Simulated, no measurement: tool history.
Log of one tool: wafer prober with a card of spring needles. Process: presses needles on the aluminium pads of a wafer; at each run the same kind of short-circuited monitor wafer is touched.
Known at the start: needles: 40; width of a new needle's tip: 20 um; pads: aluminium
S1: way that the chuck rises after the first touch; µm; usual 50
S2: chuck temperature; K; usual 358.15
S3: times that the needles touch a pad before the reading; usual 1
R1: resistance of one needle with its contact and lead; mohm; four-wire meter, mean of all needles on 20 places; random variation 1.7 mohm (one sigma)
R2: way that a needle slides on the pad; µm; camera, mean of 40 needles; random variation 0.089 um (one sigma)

run 1 hour=0.0 | S1=50 S2=358.15 S3=1 | R1=176 R2=9.81
-- hour=2.2 tips cleaned on abrasive film
run 2 hour=8.4 | S1=50 S2=358.15 S3=1 | R1=174 R2=9.88
-- hour=11.7 tips cleaned on abrasive film
run 3 hour=17.4 | S1=50 S2=358.15 S3=1 | R1=178 R2=9.70
-- hour=21.5 tips cleaned on abrasive film
run 4 hour=26.6 | S1=50 S2=358.15 S3=1 | R1=178 R2=9.87
-- hour=31.4 tips cleaned on abrasive film
run 5 hour=33.7 | S1=50 S2=358.15 S3=1 | R1=179 R2=9.89
-- hour=38.6 height of the first contact set anew
run 6 hour=39.2 | S1=50 S2=358.15 S3=2 | R1=177 R2=9.80
-- hour=41.5 tips cleaned on abrasive film
run 7 hour=48.6 | S1=50 S2=358.15 S3=2 | R1=176 R2=9.94
-- hour=51.7 tips cleaned on abrasive film
run 8 hour=59.3 | S1=50 S2=358.15 S3=2 | R1=176 R2=9.72
-- hour=61.7 tips cleaned on abrasive film
run 9 hour=69.9 | S1=44 S2=358.15 S3=2 | R1=179 R2=8.64
-- hour=71.3 tips cleaned on abrasive film
run 10 hour=77.2 | S1=56 S2=358.15 S3=1 | R1=175 R2=11.00
-- hour=81.5 tips cleaned on abrasive film
run 11 hour=84.4 | S1=56 S2=311.15 S3=1 | R1=167 R2=10.88
-- hour=91.5 tips cleaned on abrasive film
run 12 hour=92.3 | S1=56 S2=311.15 S3=1 | R1=164 R2=10.96
run 13 hour=100.8 | S1=56 S2=311.15 S3=1 | R1=167 R2=10.77
-- hour=101.5 tips cleaned on abrasive film
run 14 hour=108.9 | S1=56 S2=311.15 S3=1 | R1=165 R2=10.95
-- hour=111.2 tips cleaned on abrasive film
run 15 hour=115.7 | S1=56 S2=311.15 S3=1 | R1=167 R2=10.78
-- hour=120.7 tips cleaned on abrasive film
run 16 hour=120.9 | S1=50 S2=358.15 S3=1 | R1=179 R2=9.70
-- hour=130.3 tips cleaned on abrasive film
run 17 hour=130.9 | S1=50 S2=358.15 S3=1 | R1=176 R2=9.79
run 18 hour=138.3 | S1=50 S2=358.15 S3=1 | R1=175 R2=9.71
-- hour=140.6 tips cleaned on abrasive film
run 19 hour=145.4 | S1=45 S2=315.15 S3=1 | R1=172 R2=8.92
-- hour=150.2 tips cleaned on abrasive film
run 20 hour=154.2 | S1=61 S2=319.15 S3=1 | R1=169 R2=11.83
-- hour=159.8 tips cleaned on abrasive film
run 21 hour=160.9 | S1=31 S2=319.15 S3=2 | R1=179 R2=6.11
-- hour=169.2 tips cleaned on abrasive film
run 22 hour=171.5 | S1=50 S2=319.15 S3=3 | R1=169 R2=9.91
-- hour=178.8 tips cleaned on abrasive film
run 23 hour=178.8 | S1=41 S2=326.15 S3=2 | R1=170 R2=8.05
run 24 hour=187.2 | S1=36 S2=358.15 S3=1 | R1=181 R2=7.11
-- hour=188.2 tips cleaned on abrasive film
run 25 hour=191.8 | S1=36 S2=358.15 S3=1 | R1=183 R2=6.87
-- hour=197.8 tips cleaned on abrasive film
run 26 hour=200.3 | S1=51 S2=388.15 S3=2 | R1=179 R2=9.86
run 27 hour=205.9 | S1=51 S2=388.15 S3=2 | R1=181 R2=10.01
-- hour=207.3 tips cleaned on abrasive film
run 28 hour=211.7 | S1=31 S2=316.15 S3=2 | R1=179 R2=5.93
run 29 hour=216.6 | S1=68 S2=316.15 S3=1 | R1=166 R2=13.25
-- hour=217.3 tips cleaned on abrasive film
run 30 hour=226.1 | S1=32 S2=358.15 S3=1 | R1=184 R2=6.24
-- hour=227.1 tips cleaned on abrasive film
run 31 hour=233.4 | S1=32 S2=303.15 S3=2 | R1=176 R2=6.27
-- hour=236.7 tips cleaned on abrasive film
run 32 hour=243.8 | S1=37 S2=317.15 S3=1 | R1=176 R2=7.18

Forecast each of these 4 alternatives for the next run:
-- hour=246.3 tips cleaned on abrasive film
run A hour=249.9 | S1=37 S2=317.15 S3=1 | R1=? R2=?
-- hour=246.3 tips cleaned on abrasive film
run B hour=249.9 | S1=61 S2=308.15 S3=3 | R1=? R2=?
-- hour=246.3 tips cleaned on abrasive film
run C hour=249.9 | S1=55 S2=358.15 S3=1 | R1=? R2=?
-- hour=246.3 tips cleaned on abrasive film
run D hour=249.9 | S1=36 S2=317.15 S3=1 | R1=? R2=?

run=A R1=174 R2=7.37
run=B R1=162 R2=11.98
run=C R1=172 R2=10.83
run=D R1=173 R2=7.26
Without the tool's hidden state the same runs would have given:
run=A R1=174 R2=7.37
run=B R1=161 R2=11.98
run=C R1=172 R2=10.83
run=D R1=173 R2=7.26
